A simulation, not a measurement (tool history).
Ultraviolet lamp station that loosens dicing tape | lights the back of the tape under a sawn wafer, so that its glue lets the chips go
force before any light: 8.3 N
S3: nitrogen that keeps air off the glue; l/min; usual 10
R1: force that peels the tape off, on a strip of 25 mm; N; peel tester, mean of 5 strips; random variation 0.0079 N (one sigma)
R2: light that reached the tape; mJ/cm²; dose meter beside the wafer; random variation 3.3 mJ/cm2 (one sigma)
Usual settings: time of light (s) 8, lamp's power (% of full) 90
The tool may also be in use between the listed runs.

run 1 hour=0.0 | time_of_light_(s)=8 lamp's_power_(%_of_full)=90 S3=10 | R1=0.309 R2=540
run 2 hour=11.7 | time_of_light_(s)=8 lamp's_power_(%_of_full)=90 S3=10 | R1=0.315 R2=536
run 3 hour=24.4 | time_of_light_(s)=8 lamp's_power_(%_of_full)=90 S3=10 | R1=0.301 R2=536
-- hour=32.3 window cleaned of glue's vapour
run 4 hour=33.6 | time_of_light_(s)=8 lamp's_power_(%_of_full)=90 S3=10 | R1=0.320 R2=536
run 5 hour=49.4 | time_of_light_(s)=8 lamp's_power_(%_of_full)=90 S3=10 | R1=0.306 R2=535
run 6 hour=62.8 | time_of_light_(s)=8 lamp's_power_(%_of_full)=90 S3=10 | R1=0.309 R2=534
run 7 hour=74.1 | time_of_light_(s)=8 lamp's_power_(%_of_full)=90 S3=10 | R1=0.317 R2=538
run 8 hour=88.8 | time_of_light_(s)=8 lamp's_power_(%_of_full)=70 S3=10 | R1=0.593 R2=420
run 9 hour=106.1 | time_of_light_(s)=8 lamp's_power_(%_of_full)=90 S3=10 | R1=0.312 R2=540
run 10 hour=119.4 | time_of_light_(s)=8 lamp's_power_(%_of_full)=89 S3=10 | R1=0.324 R2=531
run 11 hour=131.5 | time_of_light_(s)=8 lamp's_power_(%_of_full)=89 S3=10 | R1=0.322 R2=530
run 12 hour=145.2 | time_of_light_(s)=8 lamp's_power_(%_of_full)=89 S3=10 | R1=0.313 R2=532
run 13 hour=160.7 | time_of_light_(s)=8 lamp's_power_(%_of_full)=90 S3=10 | R1=0.310 R2=535
run 14 hour=174.7 | time_of_light_(s)=8 lamp's_power_(%_of_full)=90 S3=10 | R1=0.311 R2=534
run 15 hour=192.4 | time_of_light_(s)=7 lamp's_power_(%_of_full)=90 S3=10 | R1=0.436 R2=470
run 16 hour=209.4 | time_of_light_(s)=7 lamp's_power_(%_of_full)=90 S3=10 | R1=0.443 R2=468
run 17 hour=228.7 | time_of_light_(s)=8 lamp's_power_(%_of_full)=95 S3=10 | R1=0.259 R2=566
run 18 hour=242.9 | time_of_light_(s)=8 lamp's_power_(%_of_full)=90 S3=3 | R1=0.650 R2=540
run 19 hour=253.3 | time_of_light_(s)=8 lamp's_power_(%_of_full)=90 S3=3 | R1=0.662 R2=539
run 20 hour=271.7 | time_of_light_(s)=8 lamp's_power_(%_of_full)=84 S3=10 | R1=0.391 R2=502
run 21 hour=288.5 | time_of_light_(s)=8 lamp's_power_(%_of_full)=84 S3=10 | R1=0.363 R2=495
run 22 hour=298.3 | time_of_light_(s)=8 lamp's_power_(%_of_full)=90 S3=10 | R1=0.299 R2=531
run 23 hour=316.6 | time_of_light_(s)=8 lamp's_power_(%_of_full)=90 S3=6 | R1=0.418 R2=536
run 24 hour=325.8 | time_of_light_(s)=8 lamp's_power_(%_of_full)=90 S3=6 | R1=0.428 R2=534
run 25 hour=340.1 | time_of_light_(s)=8 lamp's_power_(%_of_full)=73 S3=10 | R1=0.523 R2=432
run 26 hour=358.1 | time_of_light_(s)=5 lamp's_power_(%_of_full)=90 S3=10 | R1=0.960 R2=334
run 27 hour=372.4 | time_of_light_(s)=5 lamp's_power_(%_of_full)=90 S3=10 | R1=0.981 R2=333
run 28 hour=385.9 | time_of_light_(s)=5 lamp's_power_(%_of_full)=74 S3=10 | R1=1.406 R2=280
run 29 hour=403.0 | time_of_light_(s)=13 lamp's_power_(%_of_full)=97 S3=7 | R1=0.088 R2=950
run 30 hour=419.9 | time_of_light_(s)=13 lamp's_power_(%_of_full)=97 S3=7 | R1=0.090 R2=940
run 31 hour=434.4 | time_of_light_(s)=13 lamp's_power_(%_of_full)=96 S3=6 | R1=0.108 R2=927
run 32 hour=447.8 | time_of_light_(s)=13 lamp's_power_(%_of_full)=85 S3=8 | R1=0.111 R2=825
run 33 hour=467.5 | time_of_light_(s)=5 lamp's_power_(%_of_full)=90 S3=10 | R1=1.010 R2=331
run 34 hour=477.1 | time_of_light_(s)=5 lamp's_power_(%_of_full)=75 S3=10 | R1=1.413 R2=282
run 35 hour=493.0 | time_of_light_(s)=5 lamp's_power_(%_of_full)=75 S3=10 | R1=1.427 R2=277
run 36 hour=510.4 | time_of_light_(s)=6 lamp's_power_(%_of_full)=66 S3=4 | R1=1.776 R2=297
run 37 hour=524.1 | time_of_light_(s)=6 lamp's_power_(%_of_full)=66 S3=4 | R1=1.784 R2=297
run 38 hour=542.6 | time_of_light_(s)=7 lamp's_power_(%_of_full)=69 S3=10 | R1=0.838 R2=363
run 39 hour=562.2 | time_of_light_(s)=7 lamp's_power_(%_of_full)=69 S3=10 | R1=0.844 R2=355
run 40 hour=573.7 | time_of_light_(s)=5 lamp's_power_(%_of_full)=62 S3=9 | R1=2.034 R2=227
run 41 hour=591.2 | time_of_light_(s)=7 lamp's_power_(%_of_full)=100 S3=10 | R1=0.332 R2=519
run 42 hour=605.4 | time_of_light_(s)=6 lamp's_power_(%_of_full)=63 S3=10 | R1=1.384 R2=283
run 43 hour=618.3 | time_of_light_(s)=15 lamp's_power_(%_of_full)=99 S3=3 | R1=0.102 R2=1101

Forecast each of these 4 alternatives for the next run:
run A hour=636.4 | time_of_light_(s)=15 lamp's_power_(%_of_full)=61 S3=3 | R1=? R2=?
run B hour=636.4 | time_of_light_(s)=11 lamp's_power_(%_of_full)=65 S3=10 | R1=? R2=?
run C hour=636.4 | time_of_light_(s)=12 lamp's_power_(%_of_full)=60 S3=6 | R1=? R2=?
run D hour=636.4 | time_of_light_(s)=6 lamp's_power_(%_of_full)=66 S3=6 | R1=? R2=?

run=A R1=0.368 R2=679
run=B R1=0.325 R2=531
run=C R1=0.423 R2=536
run=D R1=1.516 R2=296
Without the tool's hidden state the same runs would have given:
run=A R1=0.365 R2=681
run=B R1=0.323 R2=533
run=C R1=0.419 R2=538
run=D R1=1.509 R2=296
